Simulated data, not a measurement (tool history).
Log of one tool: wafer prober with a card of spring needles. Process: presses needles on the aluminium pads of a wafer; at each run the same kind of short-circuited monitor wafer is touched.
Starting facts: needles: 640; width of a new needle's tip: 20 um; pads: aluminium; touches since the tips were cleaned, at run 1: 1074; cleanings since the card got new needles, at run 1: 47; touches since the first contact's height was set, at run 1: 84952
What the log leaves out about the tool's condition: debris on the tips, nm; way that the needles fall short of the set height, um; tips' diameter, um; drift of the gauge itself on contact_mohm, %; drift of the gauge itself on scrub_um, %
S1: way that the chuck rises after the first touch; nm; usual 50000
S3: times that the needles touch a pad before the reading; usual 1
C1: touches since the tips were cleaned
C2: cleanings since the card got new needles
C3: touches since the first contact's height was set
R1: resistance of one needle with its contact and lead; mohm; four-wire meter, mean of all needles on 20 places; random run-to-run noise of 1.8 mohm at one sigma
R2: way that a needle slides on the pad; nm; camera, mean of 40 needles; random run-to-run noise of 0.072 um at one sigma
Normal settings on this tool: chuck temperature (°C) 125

{"run": 1, "hour": 0.0, "S1": 50000, "chuck temperature (°C)": 125, "S3": 1, "C1": 1074, "C2": 47, "C3": 84952, "R1": 272, "R2": 5830}
{"hour": 4.4, "done": "tips cleaned on abrasive film"}
{"hour": 13.1, "done": "tips cleaned on abrasive film"}
{"hour": 21.7, "done": "tips cleaned on abrasive film"}
{"hour": 32.6, "done": "tips cleaned on abrasive film"}
{"hour": 43.4, "done": "tips cleaned on abrasive film"}
{"hour": 52.1, "done": "tips cleaned on abrasive film"}
{"hour": 62.9, "done": "tips cleaned on abrasive film"}
{"hour": 71.6, "done": "tips cleaned on abrasive film"}
{"hour": 80.2, "done": "tips cleaned on abrasive film"}
{"run": 2, "hour": 85.5, "S1": 50000, "chuck temperature (°C)": 125, "S3": 1, "C1": 982, "C2": 56, "C3": 100789, "R1": 267, "R2": 5670}
{"hour": 89.9, "done": "tips cleaned on abrasive film"}
{"hour": 98.5, "done": "tips cleaned on abrasive film"}
{"hour": 109.4, "done": "tips cleaned on abrasive film"}
{"hour": 120.2, "done": "tips cleaned on abrasive film"}
{"hour": 128.9, "done": "tips cleaned on abrasive film"}
{"hour": 139.7, "done": "tips cleaned on abrasive film"}
{"hour": 148.4, "done": "tips cleaned on abrasive film"}
{"hour": 157.0, "done": "tips cleaned on abrasive film"}
{"run": 3, "hour": 161.5, "S1": 50000, "chuck temperature (°C)": 125, "S3": 1, "C1": 826, "C2": 64, "C3": 114863, "R1": 259, "R2": 5710}
{"hour": 165.8, "done": "tips cleaned on abrasive film"}
{"hour": 174.5, "done": "tips cleaned on abrasive film"}
{"hour": 183.2, "done": "tips cleaned on abrasive film"}
{"hour": 191.9, "done": "tips cleaned on abrasive film"}
{"hour": 200.5, "done": "tips cleaned on abrasive film"}
{"hour": 211.4, "done": "tips cleaned on abrasive film"}
{"run": 4, "hour": 216.9, "S1": 56000, "chuck temperature (°C)": 125, "S3": 1, "C1": 1039, "C2": 70, "C3": 125135, "R1": 246, "R2": 6300}
{"hour": 221.3, "done": "tips cleaned on abrasive film"}
{"hour": 232.1, "done": "tips cleaned on abrasive film"}
{"hour": 240.8, "done": "tips cleaned on abrasive film"}
{"hour": 249.5, "done": "tips cleaned on abrasive film"}
{"hour": 258.2, "done": "tips cleaned on abrasive film"}
{"run": 5, "hour": 265.9, "S1": 50000, "chuck temperature (°C)": 125, "S3": 1, "C1": 1455, "C2": 75, "C3": 134219, "R1": 306, "R2": 5520}
{"hour": 268.2, "done": "tips cleaned on abrasive film"}
{"hour": 279.0, "done": "tips cleaned on abrasive film"}
{"hour": 289.8, "done": "tips cleaned on abrasive film"}
{"hour": 300.6, "done": "tips cleaned on abrasive film"}
{"hour": 309.3, "done": "tips cleaned on abrasive film"}
{"hour": 318.0, "done": "tips cleaned on abrasive film"}
{"hour": 326.7, "done": "tips cleaned on abrasive film"}
{"hour": 337.5, "done": "tips cleaned on abrasive film"}
{"hour": 346.2, "done": "tips cleaned on abrasive film"}
{"run": 6, "hour": 346.5, "S1": 50000, "chuck temperature (°C)": 125, "S3": 1, "C1": 63, "C2": 84, "C3": 149137, "R1": 215, "R2": 5420}
{"hour": 355.2, "done": "tips cleaned on abrasive film"}
{"hour": 363.9, "done": "tips cleaned on abrasive film"}
{"hour": 372.5, "done": "tips cleaned on abrasive film"}
{"hour": 383.4, "done": "tips cleaned on abrasive film"}
{"hour": 392.0, "done": "tips cleaned on abrasive film"}
{"hour": 400.7, "done": "tips cleaned on abrasive film"}
{"run": 7, "hour": 402.4, "S1": 50000, "chuck temperature (°C)": 125, "S3": 1, "C1": 315, "C2": 90, "C3": 159491, "R1": 234, "R2": 5290}
{"hour": 411.1, "done": "tips cleaned on abrasive film"}
{"hour": 421.9, "done": "tips cleaned on abrasive film"}
{"hour": 432.7, "done": "tips cleaned on abrasive film"}
{"hour": 441.4, "done": "tips cleaned on abrasive film"}
{"hour": 452.2, "done": "tips cleaned on abrasive film"}
{"hour": 460.9, "done": "tips cleaned on abrasive film"}
{"run": 8, "hour": 461.6, "S1": 50000, "chuck temperature (°C)": 125, "S3": 1, "C1": 123, "C2": 96, "C3": 170455, "R1": 215, "R2": 5280}
{"hour": 470.2, "done": "tips cleaned on abrasive film"}
{"hour": 478.9, "done": "tips cleaned on abrasive film"}
{"hour": 487.6, "done": "tips cleaned on abrasive film"}
{"hour": 496.3, "done": "tips cleaned on abrasive film"}
{"hour": 507.1, "done": "tips cleaned on abrasive film"}
{"hour": 515.8, "done": "tips cleaned on abrasive film"}
{"run": 9, "hour": 520.6, "S1": 50000, "chuck temperature (°C)": 125, "S3": 1, "C1": 895, "C2": 102, "C3": 181388, "R1": 286, "R2": 5270}
{"hour": 524.9, "done": "tips cleaned on abrasive film"}
{"hour": 533.6, "done": "tips cleaned on abrasive film"}
{"hour": 544.4, "done": "tips cleaned on abrasive film"}
{"hour": 553.1, "done": "tips cleaned on abrasive film"}
{"run": 10, "hour": 559.1, "S1": 50000, "chuck temperature (°C)": 125, "S3": 1, "C1": 1121, "C2": 106, "C3": 188532, "R1": 315, "R2": 5050}
{"hour": 563.5, "done": "tips cleaned on abrasive film"}
{"hour": 572.2, "done": "tips cleaned on abrasive film"}
{"hour": 583.0, "done": "tips cleaned on abrasive film"}
{"hour": 593.8, "done": "tips cleaned on abrasive film"}
{"hour": 602.5, "done": "tips cleaned on abrasive film"}
{"hour": 611.2, "done": "tips cleaned on abrasive film"}
{"hour": 622.0, "done": "tips cleaned on abrasive film"}
{"hour": 630.7, "done": "tips cleaned on abrasive film"}
{"run": 11, "hour": 631.1, "S1": 50000, "chuck temperature (°C)": 31, "S3": 1, "C1": 84, "C2": 114, "C3": 201866, "R1": 197, "R2": 5170}
{"hour": 639.8, "done": "tips cleaned on abrasive film"}
{"hour": 648.5, "done": "tips cleaned on abrasive film"}
{"hour": 657.1, "done": "tips cleaned on abrasive film"}
{"hour": 665.8, "done": "tips cleaned on abrasive film"}
{"hour": 676.6, "done": "tips cleaned on abrasive film"}
{"hour": 683.4, "done": "height of the first contact set anew"}
{"hour": 685.6, "done": "tips cleaned on abrasive film"}
{"run": 12, "hour": 689.8, "S1": 45000, "chuck temperature (°C)": 31, "S3": 2, "C1": 791, "C2": 120, "C3": 1192, "R1": 231, "R2": 5550}
{"hour": 696.4, "done": "tips cleaned on abrasive film"}
{"hour": 705.1, "done": "tips cleaned on abrasive film"}
{"hour": 713.7, "done": "tips cleaned on abrasive film"}
{"hour": 722.4, "done": "tips cleaned on abrasive film"}
{"hour": 731.1, "done": "tips cleaned on abrasive film"}
{"hour": 739.8, "done": "tips cleaned on abrasive film"}
{"hour": 748.4, "done": "tips cleaned on abrasive film"}
{"hour": 757.1, "done": "tips cleaned on abrasive film"}
{"run": 13, "hour": 762.7, "S1": 32000, "chuck temperature (°C)": 30, "S3": 2, "C1": 1042, "C2": 128, "C3": 14680, "R1": 323, "R2": 3900}
{"hour": 767.1, "done": "tips cleaned on abrasive film"}
{"hour": 775.8, "done": "tips cleaned on abrasive film"}
{"hour": 786.6, "done": "tips cleaned on abrasive film"}
{"hour": 797.4, "done": "tips cleaned on abrasive film"}
{"hour": 806.1, "done": "tips cleaned on abrasive film"}
{"hour": 816.9, "done": "tips cleaned on abrasive film"}
{"hour": 827.7, "done": "tips cleaned on abrasive film"}
{"hour": 836.4, "done": "tips cleaned on abrasive film"}
{"run": 14, "hour": 838.8, "S1": 41000, "chuck temperature (°C)": 53, "S3": 1, "C1": 451, "C2": 136, "C3": 28782, "R1": 248, "R2": 4920}
{"hour": 845.4, "done": "tips cleaned on abrasive film"}
{"hour": 854.0, "done": "tips cleaned on abrasive film"}
{"hour": 862.7, "done": "tips cleaned on abrasive film"}
{"hour": 871.4, "done": "tips cleaned on abrasive film"}
{"hour": 882.2, "done": "tips cleaned on abrasive film"}
{"hour": 890.9, "done": "tips cleaned on abrasive film"}
{"hour": 899.6, "done": "tips cleaned on abrasive film"}
{"hour": 908.2, "done": "tips cleaned on abrasive film"}
{"run": 15, "hour": 914.4, "S1": 41000, "chuck temperature (°C)": 53, "S3": 2, "C1": 1148, "C2": 144, "C3": 42782, "R1": 267, "R2": 4870}
{"hour": 918.8, "done": "tips cleaned on abrasive film"}
{"hour": 927.4, "done": "tips cleaned on abrasive film"}
{"hour": 936.1, "done": "tips cleaned on abrasive film"}
{"hour": 944.8, "done": "tips cleaned on abrasive film"}
{"hour": 953.5, "done": "tips cleaned on abrasive film"}
{"hour": 964.3, "done": "tips cleaned on abrasive film"}
{"run": 16, "hour": 970.3, "S1": 36000, "chuck temperature (°C)": 81, "S3": 1, "C1": 1123, "C2": 150, "C3": 53139, "R1": 398, "R2": 4300}

Run 17, settings as shown, results not yet in. Your forecast:
{"hour": 974.7, "done": "tips cleaned on abrasive film"}
{"hour": 983.4, "done": "tips cleaned on abrasive film"}
{"hour": 992.0, "done": "tips cleaned on abrasive film"}
{"hour": 1000.7, "done": "tips cleaned on abrasive film"}
{"hour": 1009.4, "done": "tips cleaned on abrasive film"}
{"hour": 1018.1, "done": "tips cleaned on abrasive film"}
{"hour": 1026.7, "done": "tips cleaned on abrasive film"}
{"hour": 1037.6, "done": "tips cleaned on abrasive film"}
{"hour": 1046.2, "done": "tips cleaned on abrasive film"}
{"run": 17, "hour": 1046.8, "S1": 68000, "chuck temperature (°C)": 98, "S3": 1, "C1": 99, "C2": 159, "C3": 67290, "R1": "?", "R2": "?"}

Run 17 yielded R1 188 mohm, R2 8050 nm.
With the hidden condition absent and the run-to-run variation left alone, this run would have shown R1 170 mohm, R2 8450 nm.

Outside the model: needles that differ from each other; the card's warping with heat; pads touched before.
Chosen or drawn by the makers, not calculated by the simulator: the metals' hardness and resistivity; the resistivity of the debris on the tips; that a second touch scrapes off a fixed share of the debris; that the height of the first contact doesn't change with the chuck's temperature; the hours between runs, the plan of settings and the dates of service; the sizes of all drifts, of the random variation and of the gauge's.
